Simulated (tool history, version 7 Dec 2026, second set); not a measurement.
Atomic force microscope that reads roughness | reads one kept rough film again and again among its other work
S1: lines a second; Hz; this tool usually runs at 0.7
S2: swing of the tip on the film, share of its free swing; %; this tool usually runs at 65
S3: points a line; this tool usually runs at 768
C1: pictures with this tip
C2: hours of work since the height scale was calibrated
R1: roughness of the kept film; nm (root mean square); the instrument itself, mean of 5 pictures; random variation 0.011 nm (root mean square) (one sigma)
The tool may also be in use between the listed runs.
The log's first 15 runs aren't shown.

run     day     S1  S2   S3   C1   C2     R1
 16  11.225    0.7  65  768  137  164  2.438
 17  12.117    0.7  65  768  166  173  2.439
 18  12.662    0.7  65  768  184  178  2.434
 19  13.167  0.723  55  353  201  183   2.42
 20  13.858  0.723  55  353  224  190  2.422
 21  14.858  0.723  55  353  257  199  2.425
 22  15.825    0.7  76  768  288  209  2.432
 23  16.462    0.7  75  324  309  215  2.405
 24  17.396  0.608  77  768  340  224  2.441
 25  18.204    0.7  74  768  367  232  2.386
     18.554  -- new tip fitted
 26  18.696  1.795  74  768    4  237   2.38
 27  19.358  0.746  65  503   26  243  2.425
 28  20.254  3.282  56  536   56  252  2.397
 29  21.121  3.282  56  536   84  260  2.408
 30  22.125  0.968  84  572  117  270  2.363
 31  22.888  0.501  64  572  143  277  2.432
 32  23.729   0.53  64  507  170  285  2.428
 33  24.225   0.53  64  507  187  290  2.419
 34  24.638  2.994  77  507  200  294  2.291
 35  25.188  2.994  77  507  218  300  2.288
 36  25.754  2.994  77  507  237  305  2.279

Below are 4 alternative next runs, each starting from the tool's condition after run 36. Predict each:
  A  26.379  2.994  77  295  258  311   ?
  B  26.379   2.52  88  768  258  311   ?
  C  26.379  2.091  81  420  258  311   ?
  D  26.379  3.273  65  768  258  311   ?

run     R1
  A  2.272
  B  2.221
  C  2.308
  D  2.361
Stripped of hidden state, with their random variation kept, the same runs would have yielded:
run     R1
  A  2.277
  B  2.226
  C  2.313
  D  2.366

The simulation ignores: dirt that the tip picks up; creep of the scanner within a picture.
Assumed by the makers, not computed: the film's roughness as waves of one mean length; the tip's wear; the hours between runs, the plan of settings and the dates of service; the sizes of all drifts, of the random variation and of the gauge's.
